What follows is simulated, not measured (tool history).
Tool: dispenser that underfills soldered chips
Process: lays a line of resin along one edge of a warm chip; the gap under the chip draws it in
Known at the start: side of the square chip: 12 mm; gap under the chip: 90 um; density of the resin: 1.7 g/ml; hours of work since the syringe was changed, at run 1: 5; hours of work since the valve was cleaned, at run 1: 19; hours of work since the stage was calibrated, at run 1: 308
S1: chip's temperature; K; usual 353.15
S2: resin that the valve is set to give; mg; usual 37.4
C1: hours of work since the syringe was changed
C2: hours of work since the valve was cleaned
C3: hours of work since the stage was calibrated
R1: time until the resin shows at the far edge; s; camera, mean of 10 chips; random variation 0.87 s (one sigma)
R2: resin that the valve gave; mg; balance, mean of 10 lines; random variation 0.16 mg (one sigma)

Run 1, hour 0.0: usual settings; C1 5; C2 19; C3 308. Result: R1 100.6 s, R2 36.94 mg.
At hour 3.8: new syringe of resin.
Run 2, hour 8.9: usual settings; C1 4; C2 26; C3 315. Result: R1 95.4 s, R2 36.41 mg.
At hour 14.1: new syringe of resin.
Run 3, hour 16.3: usual settings but S1 367.15 K; C1 2; C2 31; C3 321. Result: R1 49.9 s, R2 36.18 mg.
At hour 24.6: new syringe of resin.
Run 4, hour 30.7: usual settings but S1 345.15 K; C1 5; C2 43; C3 332. Result: R1 136.8 s, R2 35.87 mg.
At hour 35.0: new syringe of resin.
At hour 45.9: new syringe of resin.
Run 5, hour 46.4: usual settings but S1 368.15 K; C1 0; C2 55; C3 344. Result: R1 46.3 s, R2 35.67 mg.
At hour 56.2: new syringe of resin.
Run 6, hour 59.2: usual settings but S2 31.9 mg; C1 2; C2 65; C3 354. Result: R1 92.5 s, R2 30.07 mg.
At hour 66.5: new syringe of resin.
Run 7, hour 70.1: usual settings but S2 31.9 mg; C1 3; C2 73; C3 362. Result: R1 97.2 s, R2 29.75 mg.
Run 8, hour 76.4: usual settings but S1 361.15 K; C1 8; C2 78; C3 367. Result: R1 85.4 s, R2 34.39 mg.
At hour 77.8: new syringe of resin.
At hour 88.4: new syringe of resin.
Run 9, hour 92.6: usual settings but S1 356.15 K, S2 36.4 mg; C1 3; C2 90; C3 380. Result: R1 82.4 s, R2 33.31 mg.
At hour 99.0: new syringe of resin.
Run 10, hour 106.1: usual settings but S2 46.1 mg; C1 6; C2 101; C3 390. Result: R1 97.9 s, R2 41.71 mg.
At hour 109.8: new syringe of resin.
Run 11, hour 114.4: usual settings but S1 367.15 K, S2 45.1 mg; C1 4; C2 107; C3 397. Result: R1 55.0 s, R2 40.45 mg.
At hour 120.8: new syringe of resin.
At hour 125.7: dispensing valve cleaned and set on the balance.
Run 12, hour 126.9: usual settings but S1 338.15 K, S2 38.3 mg; C1 4; C2 1; C3 406. Result: R1 171.9 s, R2 38.59 mg.
At hour 133.1: new syringe of resin.
Run 13, hour 134.9: usual settings but S1 338.15 K, S2 38.3 mg; C1 1; C2 7; C3 412. Result: R1 160.6 s, R2 37.81 mg.

How the hidden state differs across the entries between the runs, from the last listed run before each to the first after it:
Between runs 1 and 2: new syringe of resin (hour 3.8)
  resin's viscosity, % of fresh resin's: 126.1 -> 119; dose that the valve gives, % of what is set: 98.03 -> 97.4; true chip temperature over the reading, C: 0.57 -> 0.59
  measured less the result without the state, R1: +19.3 -> +13.5 s; R2: -0.74 -> -0.97 mg
Between runs 2 and 3: new syringe of resin (hour 14.1)
  resin's viscosity, % of fresh resin's: 119 -> 106.3; dose that the valve gives, % of what is set: 97.4 -> 96.87; true chip temperature over the reading, C: 0.59 -> 0.6
  measured less the result without the state, R1: +13.5 -> +2.1 s; R2: -0.97 -> -1.17 mg
Between runs 3 and 4: new syringe of resin (hour 24.6)
  resin's viscosity, % of fresh resin's: 106.3 -> 123.5; dose that the valve gives, % of what is set: 96.87 -> 95.87; true chip temperature over the reading, C: 0.6 -> 0.63
  measured less the result without the state, R1: +2.1 -> +23.5 s; R2: -1.17 -> -1.54 mg
Between runs 4 and 5: new syringe of resin (hour 35.0); new syringe of resin (hour 45.9)
  resin's viscosity, % of fresh resin's: 123.5 -> 102.5; dose that the valve gives, % of what is set: 95.87 -> 94.76; true chip temperature over the reading, C: 0.63 -> 0.67
  measured less the result without the state, R1: +23.5 -> +0.3 s; R2: -1.54 -> -1.97 mg
Between runs 5 and 6: new syringe of resin (hour 56.2)
  resin's viscosity, % of fresh resin's: 102.5 -> 111.4; dose that the valve gives, % of what is set: 94.76 -> 93.86; true chip temperature over the reading, C: 0.67 -> 0.7
  measured less the result without the state, R1: +0.3 -> +8.2 s; R2: -1.97 -> -1.96 mg
Between runs 6 and 7: new syringe of resin (hour 66.5)
  resin's viscosity, % of fresh resin's: 111.4 -> 115.5; dose that the valve gives, % of what is set: 93.86 -> 93; true chip temperature over the reading, C: 0.7 -> 0.72
  measured less the result without the state, R1: +8.2 -> +12.0 s; R2: -1.96 -> -2.24 mg
Between runs 8 and 9: new syringe of resin (hour 77.8); new syringe of resin (hour 88.4)
  resin's viscosity, % of fresh resin's: 144.3 -> 115.8; dose that the valve gives, % of what is set: 92.52 -> 91.37; true chip temperature over the reading, C: 0.74 -> 0.77
  measured less the result without the state, R1: +25.0 -> +9.9 s; R2: -2.77 -> -3.14 mg
Between runs 9 and 10: new syringe of resin (hour 99.0)
  resin's viscosity, % of fresh resin's: 115.8 -> 126.1; dose that the valve gives, % of what is set: 91.37 -> 90.41; true chip temperature over the reading, C: 0.77 -> 0.8
  measured less the result without the state, R1: +9.9 -> +17.9 s; R2: -3.14 -> -4.43 mg
Between runs 10 and 11: new syringe of resin (hour 109.8)
  resin's viscosity, % of fresh resin's: 126.1 -> 119.6; dose that the valve gives, % of what is set: 90.41 -> 89.79; true chip temperature over the reading, C: 0.8 -> 0.82
  measured less the result without the state, R1: +17.9 -> +7.8 s; R2: -4.43 -> -4.60 mg
Between runs 11 and 12: new syringe of resin (hour 120.8); dispensing valve cleaned and set on the balance (hour 125.7)
  resin's viscosity, % of fresh resin's: 119.6 -> 117.8; dose that the valve gives, % of what is set: 89.79 -> 99.82; true chip temperature over the reading, C: 0.82 -> 0.84
  measured less the result without the state, R1: +7.8 -> +20.6 s; R2: -4.60 -> -0.07 mg
Between runs 12 and 13: new syringe of resin (hour 133.1)
  resin's viscosity, % of fresh resin's: 117.8 -> 106.5; dose that the valve gives, % of what is set: 99.82 -> 99.29; true chip temperature over the reading, C: 0.84 -> 0.86
  measured less the result without the state, R1: +20.6 -> +4.1 s; R2: -0.07 -> -0.28 mg

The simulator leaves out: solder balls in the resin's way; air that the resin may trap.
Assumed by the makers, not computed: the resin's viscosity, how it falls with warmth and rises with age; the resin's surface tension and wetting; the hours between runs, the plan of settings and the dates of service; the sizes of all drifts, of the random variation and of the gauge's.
